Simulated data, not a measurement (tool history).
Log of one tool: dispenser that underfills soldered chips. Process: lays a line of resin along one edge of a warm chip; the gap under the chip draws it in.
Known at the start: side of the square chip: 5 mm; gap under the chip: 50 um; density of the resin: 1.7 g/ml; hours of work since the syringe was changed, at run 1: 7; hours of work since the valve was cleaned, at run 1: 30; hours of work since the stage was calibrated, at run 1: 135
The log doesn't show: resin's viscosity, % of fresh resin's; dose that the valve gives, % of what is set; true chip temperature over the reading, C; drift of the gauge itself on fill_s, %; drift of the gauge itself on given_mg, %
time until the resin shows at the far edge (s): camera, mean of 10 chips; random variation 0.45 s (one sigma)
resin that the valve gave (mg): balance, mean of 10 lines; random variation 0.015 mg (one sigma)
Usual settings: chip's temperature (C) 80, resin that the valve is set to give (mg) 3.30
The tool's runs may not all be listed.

run	hour	chip's temperature (C)	resin that the valve is set to give (mg)	hours of work since the syringe was changed	hours of work since the valve was cleaned	hours of work since the stage was calibrated	time until the resin shows at the far edge (s)	resin that the valve gave (mg)
1	0.0	80	3.30	7	30	135	58.0	3.26
# hour 2.2: new syringe of resin
2	4.2	66	3.30	1	33	138	72.1	3.28
3	9.8	66	3.30	5	37	142	99.1	3.26
# hour 14.4: new syringe of resin
4	15.2	66	3.30	0	40	145	65.4	3.23
5	19.2	66	3.30	3	43	148	80.5	3.25
# hour 26.5: new syringe of resin
6	27.1	66	3.30	0	48	153	65.5	3.21
7	33.6	66	3.30	5	52	158	96.4	3.23
8	37.1	92	3.30	7	55	160	35.9	3.23
# hour 38.8: new syringe of resin
9	43.5	92	3.30	3	59	164	26.7	3.25
# hour 50.7: new syringe of resin
10	51.0	92	3.30	0	64	169	20.4	3.23
11	55.9	92	3.30	4	67	172	26.6	3.21
# hour 62.9: new syringe of resin
12	63.7	70	3.30	1	72	177	54.5	3.21
13	68.6	70	3.30	4	76	181	72.3	3.18
# hour 75.0: new syringe of resin
14	76.0	70	3.30	1	80	186	55.2	3.20
15	80.9	70	3.30	4	84	189	72.5	3.19
16	85.5	69	3.30	7	87	192	99.0	3.18
# hour 86.9: new syringe of resin
17	90.2	80	3.30	2	90	195	40.3	3.18
18	95.6	80	3.30	6	94	199	55.2	3.17
# hour 98.9: new syringe of resin
19	100.8	81	4.22	1	97	202	34.4	4.06
20	106.0	66	3.84	5	100	206	92.6	3.65
21	109.3	87	3.36	7	103	208	45.0	3.19
# hour 111.0: dispensing valve cleaned and set on the balance
# hour 111.7: new syringe of resin
22	116.5	87	3.36	3	4	212	32.2	3.33
# hour 123.6: new syringe of resin
23	124.0	87	3.63	0	8	217	24.6	3.60
24	129.3	88	3.39	4	12	220	31.5	3.39
25	135.0	88	3.39	8	16	224	43.9	3.33
# hour 135.8: new syringe of resin
26	141.7	88	3.39	4	20	229	32.5	3.38
# hour 148.2: new syringe of resin
27	149.4	84	3.82	1	25	234	28.0	3.77
28	155.6	84	3.82	5	30	238	41.8	3.76
# hour 160.2: new syringe of resin
29	161.6	80	3.25	1	33	242	35.1	3.19
30	167.0	80	3.25	5	37	245	48.0	3.17
# hour 172.2: new syringe of resin
31	173.5	80	3.25	1	41	250	34.4	3.19
32	177.5	81	3.51	4	44	252	41.5	3.42
33	181.2	80	3.69	6	47	255	53.9	3.60
# hour 184.2: new syringe of resin
34	188.1	78	3.51	3	51	259	43.4	3.41
35	195.4	78	3.51	8	56	264	66.3	3.40

Some steps in time until the resin shows at the far edge (s) between neighbouring runs. How much of each would the tool show without its hidden state too (settings, what came in, random variation), and how much is left for the hidden state, with any gauge scatter that isn't in both results?
Run 3 -> 4: new syringe of resin. time until the resin shows at the far edge (s) -33.7: hidden state -34.8, all else +1.1.
Run 6 -> 7: no setting changed, nothing entered. time until the resin shows at the far edge (s) +30.9: hidden state +30.2, all else +0.7.
Run 7 -> 8: chip's temperature (C) 66 -> 92. time until the resin shows at the far edge (s) -60.5: hidden state -14.0, all else -46.5.
Run 16 -> 17: chip's temperature (C) 69 -> 80, new syringe of resin. time until the resin shows at the far edge (s) -58.7: hidden state -36.9, all else -21.8.
Run 19 -> 20: chip's temperature (C) 81 -> 66, resin that the valve is set to give (mg) 4.22 -> 3.84. time until the resin shows at the far edge (s) +58.2: hidden state +26.1, all else +32.1.

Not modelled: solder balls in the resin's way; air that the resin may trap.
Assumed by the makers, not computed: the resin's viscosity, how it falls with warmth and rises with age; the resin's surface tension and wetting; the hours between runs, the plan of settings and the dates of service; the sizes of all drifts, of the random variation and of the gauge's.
